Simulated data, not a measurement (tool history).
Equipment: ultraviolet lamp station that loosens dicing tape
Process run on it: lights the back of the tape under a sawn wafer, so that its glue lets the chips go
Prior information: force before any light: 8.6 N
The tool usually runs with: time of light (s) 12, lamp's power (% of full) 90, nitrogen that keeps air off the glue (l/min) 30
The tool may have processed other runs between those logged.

| run | hour | time of light (s) | lamp's power (% of full) | nitrogen that keeps air off the glue (l/min) | force that peels the tape off (N) | light that reached the tape (mJ/cm2) |
|---|---|---|---|---|---|---|
| 1 | 0 | 12 | 90 | 30 | 0.351 | 388 |
| 2 | 61.8 | 12 | 90 | 30 | 0.363 | 384 |
| 3 | 138.1 | 12 | 90 | 30 | 0.376 | 381 |
| 4 | 215.1 | 12 | 90 | 30 | 0.376 | 380 |
| 5 | 255.2 | 12 | 90 | 30 | 0.388 | 373 |
| 6 | 297.9 | 12 | 83 | 30 | 0.453 | 346 |
|  | 304.2 | window cleaned of glue's vapour |
| 7 | 358.1 | 12 | 83 | 30 | 0.496 | 322 |
| 8 | 401.4 | 12 | 83 | 30 | 0.506 | 320 |
| 9 | 484 | 12 | 78 | 11 | 1.092 | 300 |
| 10 | 537.2 | 12 | 78 | 11 | 1.105 | 292 |
| 11 | 606.7 | 19 | 64 | 30 | 0.389 | 379 |

Expected results for the next run?
| 12 | 658.7 | 19 | 64 | 30 | ? | ? |

Run 12 measured force that peels the tape off (N) 0.38, light that reached the tape (mJ/cm2) 373.
Were there no unlogged condition in the tool, this run, its random variation unchanged, would have produced force that peels the tape off (N) 0.249, light that reached the tape (mJ/cm2) 545.
